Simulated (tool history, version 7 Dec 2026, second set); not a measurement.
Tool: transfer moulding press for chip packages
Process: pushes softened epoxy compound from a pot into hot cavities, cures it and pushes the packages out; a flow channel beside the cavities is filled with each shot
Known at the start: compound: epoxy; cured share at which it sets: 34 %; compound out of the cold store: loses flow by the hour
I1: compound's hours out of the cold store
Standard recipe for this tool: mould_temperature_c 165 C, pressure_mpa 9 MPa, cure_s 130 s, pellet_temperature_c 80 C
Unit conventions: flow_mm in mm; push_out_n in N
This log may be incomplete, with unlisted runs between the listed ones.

run 1 hour=0 | mould_temperature_c=165 pressure_mpa=9 cure_s=130 pellet_temperature_c=80 | I1=11.8 | flow_mm=607 push_out_n=318
run 2 hour=19.2 | mould_temperature_c=165 pressure_mpa=9 cure_s=130 pellet_temperature_c=80 | I1=38.2 | flow_mm=556 push_out_n=316
run 3 hour=34.8 | mould_temperature_c=165 pressure_mpa=9 cure_s=130 pellet_temperature_c=80 | I1=20.9 | flow_mm=586 push_out_n=340
-- hour=40.6 cavities cleaned with cleaning compound and waxed
run 4 hour=51.4 | mould_temperature_c=165 pressure_mpa=9 cure_s=130 pellet_temperature_c=80 | I1=38.1 | flow_mm=554 push_out_n=232
-- hour=62.4 plunger's sealing rings changed
run 5 hour=71.8 | mould_temperature_c=165 pressure_mpa=9 cure_s=130 pellet_temperature_c=80 | I1=29.1 | flow_mm=590 push_out_n=263
run 6 hour=95.2 | mould_temperature_c=165 pressure_mpa=9 cure_s=130 pellet_temperature_c=80 | I1=34.1 | flow_mm=577 push_out_n=287
run 7 hour=111 | mould_temperature_c=165 pressure_mpa=9 cure_s=130 pellet_temperature_c=80 | I1=42.9 | flow_mm=559 push_out_n=293
run 8 hour=128.3 | mould_temperature_c=160 pressure_mpa=9 cure_s=130 pellet_temperature_c=80 | I1=21.2 | flow_mm=611 push_out_n=419
run 9 hour=144.7 | mould_temperature_c=160 pressure_mpa=9 cure_s=130 pellet_temperature_c=80 | I1=20.2 | flow_mm=614 push_out_n=427
-- hour=164.9 cavities cleaned with cleaning compound and waxed
run 10 hour=166.7 | mould_temperature_c=160 pressure_mpa=9 cure_s=130 pellet_temperature_c=80 | I1=26.8 | flow_mm=600 push_out_n=297
run 11 hour=183 | mould_temperature_c=160 pressure_mpa=9 cure_s=130 pellet_temperature_c=80 | I1=18.3 | flow_mm=615 push_out_n=337
run 12 hour=198.8 | mould_temperature_c=160 pressure_mpa=9 cure_s=130 pellet_temperature_c=80 | I1=42.9 | flow_mm=567 push_out_n=336
run 13 hour=209.8 | mould_temperature_c=160 pressure_mpa=9 cure_s=130 pellet_temperature_c=80 | I1=42.4 | flow_mm=569 push_out_n=343
run 14 hour=224.5 | mould_temperature_c=158 pressure_mpa=6.87 cure_s=124 pellet_temperature_c=80 | I1=41.1 | flow_mm=501 push_out_n=473
run 15 hour=240.6 | mould_temperature_c=158 pressure_mpa=10.72 cure_s=118 pellet_temperature_c=90 | I1=15.9 | flow_mm=679 push_out_n=574
run 16 hour=253.6 | mould_temperature_c=165 pressure_mpa=9 cure_s=130 pellet_temperature_c=80 | I1=30.1 | flow_mm=578 push_out_n=313
run 17 hour=266.4 | mould_temperature_c=165 pressure_mpa=10.36 cure_s=130 pellet_temperature_c=80 | I1=15.9 | flow_mm=647 push_out_n=321
-- hour=286 cavities cleaned with cleaning compound and waxed
run 18 hour=287.6 | mould_temperature_c=165 pressure_mpa=10.36 cure_s=130 pellet_temperature_c=80 | I1=44 | flow_mm=590 push_out_n=229
run 19 hour=303.1 | mould_temperature_c=171 pressure_mpa=7.38 cure_s=126 pellet_temperature_c=73 | I1=21.4 | flow_mm=521 push_out_n=224
run 20 hour=326.3 | mould_temperature_c=165 pressure_mpa=9 cure_s=125 pellet_temperature_c=80 | I1=18.2 | flow_mm=595 push_out_n=295
run 21 hour=350.1 | mould_temperature_c=165 pressure_mpa=9 cure_s=125 pellet_temperature_c=80 | I1=13.5 | flow_mm=603 push_out_n=323
run 22 hour=362.4 | mould_temperature_c=157 pressure_mpa=9 cure_s=130 pellet_temperature_c=88 | I1=11 | flow_mm=628 push_out_n=496
run 23 hour=373.3 | mould_temperature_c=157 pressure_mpa=8.06 cure_s=130 pellet_temperature_c=88 | I1=19.6 | flow_mm=575 push_out_n=499
run 24 hour=385.5 | mould_temperature_c=165 pressure_mpa=8.04 cure_s=130 pellet_temperature_c=74 | I1=31.6 | flow_mm=538 push_out_n=315
-- hour=407.3 cavities cleaned with cleaning compound and waxed
run 25 hour=407.3 | mould_temperature_c=165 pressure_mpa=8.04 cure_s=130 pellet_temperature_c=74 | I1=20.1 | flow_mm=555 push_out_n=229

Here are 5 independent what-if runs from the current tool condition. What would each one return?
-- hour=418.8 plunger's sealing rings changed
run A hour=432.1 | mould_temperature_c=171 pressure_mpa=7.75 cure_s=122 pellet_temperature_c=74 | I1=19.8 | flow_mm=? push_out_n=?
-- hour=418.8 plunger's sealing rings changed
run B hour=432.1 | mould_temperature_c=162 pressure_mpa=9 cure_s=130 pellet_temperature_c=80 | I1=40.1 | flow_mm=? push_out_n=?
-- hour=418.8 plunger's sealing rings changed
run C hour=432.1 | mould_temperature_c=165 pressure_mpa=7.05 cure_s=164 pellet_temperature_c=82 | I1=32.6 | flow_mm=? push_out_n=?
-- hour=418.8 plunger's sealing rings changed
run D hour=432.1 | mould_temperature_c=166 pressure_mpa=7.05 cure_s=117 pellet_temperature_c=80 | I1=41.7 | flow_mm=? push_out_n=?
-- hour=418.8 plunger's sealing rings changed
run E hour=432.1 | mould_temperature_c=172 pressure_mpa=8.04 cure_s=130 pellet_temperature_c=88 | I1=12.4 | flow_mm=? push_out_n=?

run=A flow_mm=551 push_out_n=237
run=B flow_mm=574 push_out_n=276
run=C flow_mm=516 push_out_n=211
run=D flow_mm=498 push_out_n=268
run=E flow_mm=569 push_out_n=225
Without the tool's unlogged condition, the same runs would have read:
run=A flow_mm=554 push_out_n=214
run=B flow_mm=578 push_out_n=261
run=C flow_mm=519 push_out_n=187
run=D flow_mm=501 push_out_n=251
run=E flow_mm=572 push_out_n=200
